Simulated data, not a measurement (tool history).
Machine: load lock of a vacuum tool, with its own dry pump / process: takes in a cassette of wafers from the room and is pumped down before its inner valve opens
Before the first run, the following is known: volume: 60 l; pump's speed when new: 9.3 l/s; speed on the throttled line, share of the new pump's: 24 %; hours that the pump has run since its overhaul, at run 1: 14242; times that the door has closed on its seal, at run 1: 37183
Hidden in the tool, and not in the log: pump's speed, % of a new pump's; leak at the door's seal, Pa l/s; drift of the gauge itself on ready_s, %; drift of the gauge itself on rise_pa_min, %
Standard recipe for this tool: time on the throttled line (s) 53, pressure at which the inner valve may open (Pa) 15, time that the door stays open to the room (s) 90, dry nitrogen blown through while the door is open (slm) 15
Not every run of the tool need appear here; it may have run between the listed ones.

run     hour  time on the throttled line (s)  pressure at which the inner valve may open (Pa)  time that the door stays open to the room (s)  dry nitrogen blown through while the door is open (slm)  hours that the pump has run since its overhaul  times that the door has closed on its seal  incoming humidity of the room's air, %  time from the closed door until the inner valve may open (s)  rise of the pressure with all valves shut (Pa/min)
  1        0                              53                                               15                                             90                                                       15                                           14242                                       37183                                    45.8                                                         102.7                                               0.087
  2    443.1                              53                                               15                                             90                                                       38                                           14685                                       38981                                    47.5                                                         103.5                                               0.074
  3    748.4                              53                                               15                                             90                                                       38                                           14990                                       40220                                    45.9                                                         102.5                                               0.087
  4   1090.7                              53                                               15                                             90                                                       25                                           15333                                       41610                                    42.1                                                         103.1                                               0.092
  5   1331.6                              53                                               15                                             90                                                       25                                           15574                                       42587                                    43.7                                                         103.9                                               0.099
  6     1641                              53                                               15                                             90                                                       25                                           15883                                       43843                                    46.7                                                         103.8                                               0.096
  7   2065.9                              53                                               15                                             90                                                       25                                           16308                                       45567                                    46.3                                                         103.9                                               0.105
  8     2365                              53                                               15                                             90                                                       25                                           16607                                       46781                                    47.6                                                         103.5                                                0.11
  9     2593                              71                                               15                                             90                                                       15                                           16835                                       47706                                    43.9                                                         117.4                                               0.124
 10   2864.7                              53                                               15                                             90                                                        9                                           17107                                       48809                                    44.3                                                         104.3                                               0.131
 11   3208.7                              53                                               15                                             90                                                       15                                           17451                                       50205                                    44.9                                                         103.9                                               0.131
 12   3592.8                              53                                               15                                             32                                                       15                                           17835                                       51764                                    44.8                                                         103.4                                               0.133
 13   4033.7                              53                                               15                                             32                                                       15                                           18276                                       53553                                    45.4                                                         104.6                                               0.127
 14   4332.3                              53                                               15                                             32                                                       15                                           18574                                       54764                                    43.5                                                         105.2                                               0.133
 15   4798.7                              53                                               16                                             90                                                       15                                           19041                                       56657                                    45.4                                                         104.9                                               0.148
 16     5252                              53                                               16                                             90                                                       15                                           19494                                       58497                                    47.2                                                         103.4                                               0.159
 17   5683.7                              53                                               15                                             90                                                       15                                           19926                                       60249                                      46                                                         105.4                                               0.163
 18   5927.4                              53                                               15                                             90                                                       15                                           20169                                       61237                                    44.1                                                         105.5                                               0.167
 19     6121                              31                                               13                                             90                                                       15                                           20363                                       62023                                    45.4                                                            91                                               0.172
 20   6320.5                              31                                               13                                             90                                                       15                                           20563                                       62833                                      46                                                          91.4                                               0.175
 21   6697.7                              31                                               13                                             90                                                       15                                           20940                                       64364                                    45.5                                                          92.7                                               0.182
 22   7013.6                              31                                               13                                             90                                                       15                                           21256                                       65646                                    42.4                                                          91.7                                               0.183
 23   7271.7                              70                                               11                                             42                                                       15                                           21514                                       66693                                    44.7                                                         121.7                                               0.183
      7417.5  -- door's seal changed, seat wiped
 24   7688.4                              70                                               11                                             32                                                       15                                           21929                                        1100                                    44.7                                                         121.4                                               0.013
 25   8130.7                              70                                               11                                             32                                                       15                                           22371                                        2895                                    42.3                                                         120.2                                               0.014
 26     8516                              70                                               11                                             32                                                       15                                           22756                                        4458                                    46.3                                                         122.6                                               0.014
 27   8976.5                              70                                               11                                            141                                                       36                                           23217                                        6327                                    45.7                                                         121.6                                               0.026
 28   9276.3                              42                                               25                                            232                                                       36                                           23517                                        7544                                    44.8                                                          95.5                                               0.027
 29   9561.1                              43                                               15                                            144                                                       15                                           23802                                        8700                                      43                                                         100.7                                               0.032
 30   9852.7                              90                                               15                                             90                                                        7                                           24093                                        9883                                    49.4                                                         133.8                                               0.043
 31  10124.9                              90                                               15                                             90                                                        7                                           24365                                       10988                                    45.2                                                         134.3                                               0.036
     10223.3  -- dry pump taken out, an overhauled one fitted
 32  10475.5                              90                                               15                                            205                                                       19                                             252                                       12386                                    42.2                                                         125.3                                               0.039
 33  10798.6                              29                                               15                                            205                                                       39                                             575                                       13697                                      48                                                          78.8                                               0.028
 34  11128.3                              29                                               15                                            205                                                       39                                             905                                       15035                                    41.1                                                          79.6                                               0.035

Some steps in time from the closed door until the inner valve may open (s), run to run, broken into two amounts with sign: the step expected even without the hidden condition (settings, incoming material, random variation), and the rest, left for the hidden condition together with whatever gauge scatter is not in both the measured and the hidden-condition-free result:
Run 22 -> 23: time on the throttled line (s) 31 -> 70, pressure at which the inner valve may open (Pa) 13 -> 11, time that the door stays open to the room (s) 90 -> 42. time from the closed door until the inner valve may open (s) +30: hidden state -1.4, all else +31.4.
Run 29 -> 30: time on the throttled line (s) 43 -> 90, time that the door stays open to the room (s) 144 -> 90, dry nitrogen blown through while the door is open (slm) 15 -> 7. time from the closed door until the inner valve may open (s) +33.1: hidden state -2.6, all else +35.7.
Run 31 -> 32: time that the door stays open to the room (s) 90 -> 205, dry nitrogen blown through while the door is open (slm) 7 -> 19, dry pump taken out, an overhauled one fitted. time from the closed door until the inner valve may open (s) -9: hidden state -8.8, all else -0.2.
Run 32 -> 33: time on the throttled line (s) 90 -> 29, dry nitrogen blown through while the door is open (slm) 19 -> 39. time from the closed door until the inner valve may open (s) -46.5: hidden state +0, all else -46.5.

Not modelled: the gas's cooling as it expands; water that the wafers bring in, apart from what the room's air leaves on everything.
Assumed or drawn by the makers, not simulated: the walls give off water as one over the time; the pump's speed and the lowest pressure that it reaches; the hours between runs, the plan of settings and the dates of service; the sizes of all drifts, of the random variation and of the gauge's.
